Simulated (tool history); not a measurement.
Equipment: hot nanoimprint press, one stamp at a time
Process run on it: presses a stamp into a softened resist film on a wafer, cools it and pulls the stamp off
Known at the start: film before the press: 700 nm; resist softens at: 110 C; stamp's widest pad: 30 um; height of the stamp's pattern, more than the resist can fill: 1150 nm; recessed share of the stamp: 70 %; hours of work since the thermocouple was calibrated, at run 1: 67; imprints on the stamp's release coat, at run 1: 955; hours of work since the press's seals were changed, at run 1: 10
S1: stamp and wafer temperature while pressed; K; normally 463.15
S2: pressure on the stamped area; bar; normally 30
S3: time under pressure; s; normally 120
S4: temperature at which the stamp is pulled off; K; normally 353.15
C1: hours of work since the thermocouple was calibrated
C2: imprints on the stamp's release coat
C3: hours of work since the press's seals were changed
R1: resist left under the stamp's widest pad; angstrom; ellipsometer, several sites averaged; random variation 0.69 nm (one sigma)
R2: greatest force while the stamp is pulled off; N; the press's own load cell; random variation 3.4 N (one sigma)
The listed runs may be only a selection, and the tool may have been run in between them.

run 1 hour=0 | S1=463.15 S2=30 S3=120 S4=353.15 | C1=67 C2=955 C3=10 | R1=2941 R2=190
run 2 hour=30 | S1=463.15 S2=30 S3=120 S4=353.15 | C1=84 C2=1041 C3=28 | R1=2945 R2=192
run 3 hour=47.5 | S1=463.15 S2=30 S3=120 S4=353.15 | C1=95 C2=1091 C3=39 | R1=2930 R2=191
run 4 hour=76.2 | S1=463.15 S2=30 S3=120 S4=353.15 | C1=112 C2=1172 C3=55 | R1=2936 R2=185
run 5 hour=116.3 | S1=463.15 S2=30 S3=120 S4=353.15 | C1=135 C2=1287 C3=79 | R1=2932 R2=204
run 6 hour=133.3 | S1=463.15 S2=30 S3=120 S4=353.15 | C1=146 C2=1335 C3=89 | R1=2926 R2=198
run 7 hour=157.8 | S1=463.15 S2=30 S3=120 S4=353.15 | C1=160 C2=1405 C3=104 | R1=2930 R2=201
run 8 hour=187.1 | S1=456.15 S2=30 S3=120 S4=353.15 | C1=177 C2=1488 C3=121 | R1=3741 R2=202
run 9 hour=227.9 | S1=456.15 S2=30 S3=120 S4=353.15 | C1=202 C2=1604 C3=145 | R1=3749 R2=201
run 10 hour=258.4 | S1=463.15 S2=30 S3=71 S4=353.15 | C1=220 C2=1691 C3=163 | R1=3572 R2=211
run 11 hour=298.3 | S1=463.15 S2=30 S3=120 S4=353.15 | C1=243 C2=1805 C3=187 | R1=2912 R2=208
-- hour=318.8 stamp cleaned and given a new release coat
run 12 hour=342 | S1=463.15 S2=30 S3=220 S4=353.15 | C1=266 C2=66 C3=209 | R1=2239 R2=161
run 13 hour=373.4 | S1=463.15 S2=30 S3=220 S4=353.15 | C1=284 C2=156 C3=228 | R1=2242 R2=161
run 14 hour=409.1 | S1=463.15 S2=30 S3=220 S4=353.15 | C1=305 C2=257 C3=249 | R1=2238 R2=163
-- hour=420.5 plate thermocouple calibrated
run 15 hour=449.7 | S1=463.15 S2=30 S3=220 S4=353.15 | C1=17 C2=364 C3=271 | R1=2312 R2=166
run 16 hour=479.7 | S1=454.15 S2=31.2 S3=81 S4=339.15 | C1=35 C2=450 C3=289 | R1=4577 R2=212
run 17 hour=511.2 | S1=454.15 S2=31.2 S3=81 S4=339.15 | C1=54 C2=540 C3=308 | R1=4544 R2=224
run 18 hour=537.1 | S1=457.15 S2=30 S3=116 S4=359.15 | C1=69 C2=613 C3=323 | R1=3729 R2=159
run 19 hour=570 | S1=471.15 S2=30 S3=89 S4=359.15 | C1=88 C2=707 C3=342 | R1=2521 R2=156
run 20 hour=596.9 | S1=453.15 S2=29.4 S3=180 S4=350.15 | C1=104 C2=784 C3=358 | R1=3697 R2=199
run 21 hour=638.4 | S1=463.15 S2=20.4 S3=120 S4=342.15 | C1=129 C2=902 C3=383 | R1=3473 R2=225
run 22 hour=675.8 | S1=463.15 S2=25.2 S3=195 S4=353.15 | C1=151 C2=1008 C3=405 | R1=2618 R2=185
run 23 hour=707.7 | S1=458.15 S2=34.8 S3=121 S4=361.15 | C1=170 C2=1099 C3=424 | R1=3336 R2=157
run 24 hour=726.2 | S1=458.15 S2=34.8 S3=121 S4=361.15 | C1=181 C2=1152 C3=435 | R1=3323 R2=156
run 25 hour=755.4 | S1=458.15 S2=34.8 S3=121 S4=361.15 | C1=198 C2=1235 C3=452 | R1=3326 R2=166
run 26 hour=792.9 | S1=458.15 S2=34.8 S3=93 S4=361.15 | C1=220 C2=1342 C3=474 | R1=3665 R2=163
run 27 hour=828.8 | S1=458.15 S2=34.8 S3=93 S4=361.15 | C1=242 C2=1444 C3=496 | R1=3655 R2=167
run 28 hour=856.8 | S1=458.15 S2=34.8 S3=93 S4=361.15 | C1=258 C2=1524 C3=512 | R1=3668 R2=179
run 29 hour=882.3 | S1=451.15 S2=33.5 S3=120 S4=357.15 | C1=273 C2=1596 C3=527 | R1=4281 R2=188

Predict each of these 4 candidate next runs independently; none follows another, all start after run 29:
run A hour=922.1 | S1=463.15 S2=30 S3=143 S4=353.15 | C1=297 C2=1710 C3=551 | R1=? R2=?
run B hour=922.1 | S1=458.15 S2=24.3 S3=131 S4=353.15 | C1=297 C2=1710 C3=551 | R1=? R2=?
run C hour=922.1 | S1=451.15 S2=33.5 S3=135 S4=357.15 | C1=297 C2=1710 C3=551 | R1=? R2=?
run D hour=922.1 | S1=463.15 S2=18.5 S3=120 S4=353.15 | C1=297 C2=1710 C3=551 | R1=? R2=?

run=A R1=2739 R2=206
run=B R1=3689 R2=212
run=C R1=4139 R2=199
run=D R1=3566 R2=212
Had the tool no hidden state, the same runs would have come out as:
run=A R1=2769 R2=157
run=B R1=3732 R2=161
run=C R1=4181 R2=152
run=D R1=3608 R2=161
